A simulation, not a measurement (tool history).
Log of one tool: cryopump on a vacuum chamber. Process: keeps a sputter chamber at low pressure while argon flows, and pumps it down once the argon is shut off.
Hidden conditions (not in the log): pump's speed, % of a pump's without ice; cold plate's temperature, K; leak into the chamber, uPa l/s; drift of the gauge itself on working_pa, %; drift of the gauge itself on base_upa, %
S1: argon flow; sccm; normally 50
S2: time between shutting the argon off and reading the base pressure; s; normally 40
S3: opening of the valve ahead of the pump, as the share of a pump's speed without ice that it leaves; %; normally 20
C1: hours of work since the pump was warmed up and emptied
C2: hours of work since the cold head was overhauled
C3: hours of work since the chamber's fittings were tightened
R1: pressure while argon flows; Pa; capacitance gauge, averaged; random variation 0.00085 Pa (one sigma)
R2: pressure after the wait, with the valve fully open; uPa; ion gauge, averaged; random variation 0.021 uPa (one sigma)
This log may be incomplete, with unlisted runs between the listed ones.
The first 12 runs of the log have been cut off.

run 13 hour=845.4 | S1=44 S2=40 S3=20 | C1=198 C2=1855 C3=1060 | R1=0.1583 R2=1.37
run 14 hour=903.8 | S1=44 S2=63 S3=20 | C1=242 C2=1899 C3=1104 | R1=0.1612 R2=1.31
run 15 hour=951.6 | S1=50 S2=40 S3=48 | C1=278 C2=1934 C3=1140 | R1=0.0835 R2=1.48
run 16 hour=998.1 | S1=50 S2=40 S3=48 | C1=312 C2=1969 C3=1175 | R1=0.0849 R2=1.62
-- hour=1097.6 pump warmed up, emptied and cooled again
run 17 hour=1097.6 | S1=50 S2=40 S3=19 | C1=0 C2=2040 C3=1245 | R1=0.1801 R2=1.32
run 18 hour=1178.8 | S1=50 S2=40 S3=17 | C1=61 C2=2101 C3=1306 | R1=0.2036 R2=1.4
run 19 hour=1277.5 | S1=50 S2=40 S3=17 | C1=134 C2=2174 C3=1380 | R1=0.207 R2=1.52
run 20 hour=1368.4 | S1=57 S2=20 S3=23 | C1=202 C2=2242 C3=1448 | R1=0.1786 R2=1.98
run 21 hour=1426.5 | S1=46 S2=24 S3=39 | C1=246 C2=2286 C3=1491 | R1=0.0901 R2=1.95
run 22 hour=1501.3 | S1=87 S2=72 S3=26 | C1=302 C2=2342 C3=1547 | R1=0.2511 R2=1.69
run 23 hour=1584.7 | S1=50 S2=55 S3=15 | C1=364 C2=2404 C3=1609 | R1=0.2437 R2=1.95
-- hour=1617.8 pump warmed up, emptied and cooled again
run 24 hour=1676.8 | S1=50 S2=55 S3=16 | C1=44 C2=2469 C3=1674 | R1=0.2153 R2=1.54
run 25 hour=1757.3 | S1=60 S2=268 S3=25 | C1=104 C2=2529 C3=1734 | R1=0.1698 R2=1.5
run 26 hour=1823.3 | S1=81 S2=36 S3=20 | C1=154 C2=2578 C3=1784 | R1=0.2849 R2=1.94
run 27 hour=1886.4 | S1=50 S2=232 S3=20 | C1=201 C2=2626 C3=1831 | R1=0.1789 R2=1.76
run 28 hour=1940 | S1=50 S2=232 S3=20 | C1=241 C2=2666 C3=1871 | R1=0.1813 R2=1.83
run 29 hour=2035.2 | S1=50 S2=232 S3=20 | C1=312 C2=2737 C3=1942 | R1=0.1853 R2=2.04
-- hour=2137.6 pump warmed up, emptied and cooled again
run 30 hour=2139 | S1=50 S2=232 S3=20 | C1=1 C2=2811 C3=2016 | R1=0.1718 R2=1.56
run 31 hour=2209.7 | S1=60 S2=40 S3=16 | C1=54 C2=2863 C3=2069 | R1=0.2607 R2=2.02
run 32 hour=2265.8 | S1=42 S2=167 S3=33 | C1=96 C2=2905 C3=2111 | R1=0.0888 R2=1.8
-- hour=2327.1 leaking fittings of the chamber tightened, without venting
run 33 hour=2363.3 | S1=86 S2=167 S3=39 | C1=167 C2=2977 C3=27 | R1=0.1639 R2=0.33
run 34 hour=2429.6 | S1=87 S2=40 S3=24 | C1=217 C2=3026 C3=77 | R1=0.2644 R2=0.56

3 ways to go on from here, each from the tool as it stands after run 34. What would each give?
run A hour=2498 | S1=50 S2=40 S3=43 | C1=268 C2=3077 C3=128 | R1=? R2=?
run B hour=2498 | S1=50 S2=21 S3=20 | C1=268 C2=3077 C3=128 | R1=? R2=?
run C hour=2498 | S1=87 S2=277 S3=45 | C1=268 C2=3077 C3=128 | R1=? R2=?

run=A R1=0.091 R2=0.62
run=B R1=0.1825 R2=0.93
run=C R1=0.1511 R2=0.35
What these runs would have given with no unlogged condition in the tool:
run=A R1=0.0795 R2=0.41
run=B R1=0.1711 R2=0.72
run=C R1=0.1312 R2=0.14

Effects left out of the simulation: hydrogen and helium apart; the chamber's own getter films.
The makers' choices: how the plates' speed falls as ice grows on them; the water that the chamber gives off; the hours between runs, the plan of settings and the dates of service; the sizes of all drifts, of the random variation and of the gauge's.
